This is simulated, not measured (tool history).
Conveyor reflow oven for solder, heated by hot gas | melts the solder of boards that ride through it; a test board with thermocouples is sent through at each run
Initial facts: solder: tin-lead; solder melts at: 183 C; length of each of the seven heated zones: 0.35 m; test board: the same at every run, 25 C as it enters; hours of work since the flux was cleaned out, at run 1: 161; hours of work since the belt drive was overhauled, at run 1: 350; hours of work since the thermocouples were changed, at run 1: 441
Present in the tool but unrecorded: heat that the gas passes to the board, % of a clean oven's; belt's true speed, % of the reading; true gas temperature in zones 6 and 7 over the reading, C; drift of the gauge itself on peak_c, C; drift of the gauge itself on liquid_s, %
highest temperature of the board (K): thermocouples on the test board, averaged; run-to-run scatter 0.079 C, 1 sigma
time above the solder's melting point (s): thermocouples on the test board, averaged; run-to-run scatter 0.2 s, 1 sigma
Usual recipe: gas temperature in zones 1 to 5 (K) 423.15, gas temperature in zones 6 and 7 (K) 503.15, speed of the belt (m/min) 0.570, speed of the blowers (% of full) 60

run     day  gas temperature in zones 1 to 5 (K)  gas temperature in zones 6 and 7 (K)  speed of the belt (m/min)  speed of the blowers (% of full)  hours of work since the flux was cleaned out  hours of work since the belt drive was overhauled  hours of work since the thermocouples were changed  highest temperature of the board (K)  time above the solder's melting point (s)
  1   0.000                               423.15                                503.15                      0.570                                60                                           161                                                350                                                 441                                482.89                                       52.0
  2   0.492                               423.15                                503.15                      0.502                                60                                           170                                                359                                                 450                                486.93                                       64.5
  3   1.092                               423.15                                503.15                      0.502                                60                                           181                                                370                                                 461                                486.79                                       64.7
  4   1.817                               423.15                                503.15                      0.502                                60                                           194                                                383                                                 474                                486.84                                       64.6
  5   2.275                               423.15                                503.15                      0.570                                60                                           203                                                392                                                 483                                482.84                                       52.1
  6   3.179                               423.15                                503.15                      0.570                                60                                           220                                                408                                                 499                                482.79                                       52.3
  7   3.688                               423.15                                503.15                      0.570                                54                                           229                                                418                                                 509                                480.51                                       49.2
  8   4.333                               423.15                                504.15                      0.570                                60                                           241                                                430                                                 521                                483.55                                       52.8
  9   4.758                               423.15                                504.15                      0.570                                60                                           249                                                438                                                 529                                483.63                                       52.9
      5.275  -- flux residue cleaned out of gas plates and filters
 10   5.479                               423.15                                504.15                      0.570                                60                                             4                                                447                                                 538                                484.42                                       53.6
 11   6.017                               423.15                                503.15                      0.570                                60                                            14                                                457                                                 548                                483.56                                       53.4
 12   6.888                               423.15                                503.15                      0.570                                60                                            30                                                473                                                 564                                483.62                                       53.0
 13   7.288                               423.15                                503.15                      0.570                                60                                            37                                                480                                                 572                                483.46                                       53.0
 14   7.962                               423.15                                503.15                      0.570                                60                                            50                                                493                                                 584                                483.44                                       52.5
 15   8.392                               423.15                                503.15                      0.570                                60                                            58                                                501                                                 592                                483.49                                       52.9
 16   9.200                               418.15                                492.15                      0.570                                60                                            73                                                516                                                 607                                473.66                                       39.8
 17   9.954                               437.15                                497.15                      0.646                                72                                            87                                                530                                                 621                                481.97                                       51.8
 18  10.517                               437.15                                512.15                      0.668                                72                                            97                                                540                                                 631                                492.36                                       57.1
 19  11.258                               423.15                                503.15                      0.482                                60                                           111                                                554                                                 645                                488.58                                       69.2
     11.733  -- thermocouples of zones 6 and 7 changed
 20  12.204                               423.15                                503.15                      0.570                                58                                           127                                                570                                                   9                                481.91                                       51.1
 21  13.008                               423.15                                503.15                      0.570                                53                                           141                                                585                                                  24                                480.02                                       48.9
 22  13.471                               423.15                                503.15                      0.570                                53                                           150                                                593                                                  32                                479.87                                       48.7
 23  14.225                               422.15                                504.15                      0.486                                81                                           164                                                607                                                  46                                493.03                                       73.0
 24  14.733                               422.15                                504.15                      0.486                                81                                           173                                                617                                                  55                                492.96                                       73.2
 25  15.525                               422.15                                511.15                      0.512                                62                                           188                                                631                                                  70                                493.02                                       68.4
 26  16.088                               433.15                                504.15                      0.512                                62                                           198                                                642                                                  81                                489.31                                       71.1
 27  16.875                               433.15                                504.15                      0.662                                62                                           213                                                656                                                  95                                481.38                                       47.2
 28  17.267                               420.15                                504.15                      0.662                                62                                           220                                                663                                                 102                                477.72                                       37.9
 29  17.675                               420.15                                504.15                      0.662                                62                                           228                                                671                                                 110                                477.64                                       38.1

Consider 4 possible next runs. They are alternatives, not a sequence: every one starts from the tool as it was left by run 29. What does each give?
  A  18.196                               432.15                                503.15                      0.570                                60                                           237                                                681                                                 119                                     ?                                          ?
  B  18.196                               410.15                                504.15                      0.662                                57                                           237                                                681                                                 119                                     ?                                          ?
  C  18.196                               413.15                                503.15                      0.570                                60                                           237                                                681                                                 119                                     ?                                          ?
  D  18.196                               423.15                                503.15                      0.556                                60                                           237                                                681                                                 119                                     ?                                          ?

run  highest temperature of the board (K)  time above the solder's melting point (s)
  A                                484.60                                       58.8
  B                                472.48                                       28.5
  C                                480.00                                       45.3
  D                                483.24                                       54.3
Without the tool's unlogged condition, the same runs would have read:
run  highest temperature of the board (K)  time above the solder's melting point (s)
  A                                484.88                                       58.4
  B                                472.89                                       28.7
  C                                480.36                                       45.2
  D                                483.54                                       54.0

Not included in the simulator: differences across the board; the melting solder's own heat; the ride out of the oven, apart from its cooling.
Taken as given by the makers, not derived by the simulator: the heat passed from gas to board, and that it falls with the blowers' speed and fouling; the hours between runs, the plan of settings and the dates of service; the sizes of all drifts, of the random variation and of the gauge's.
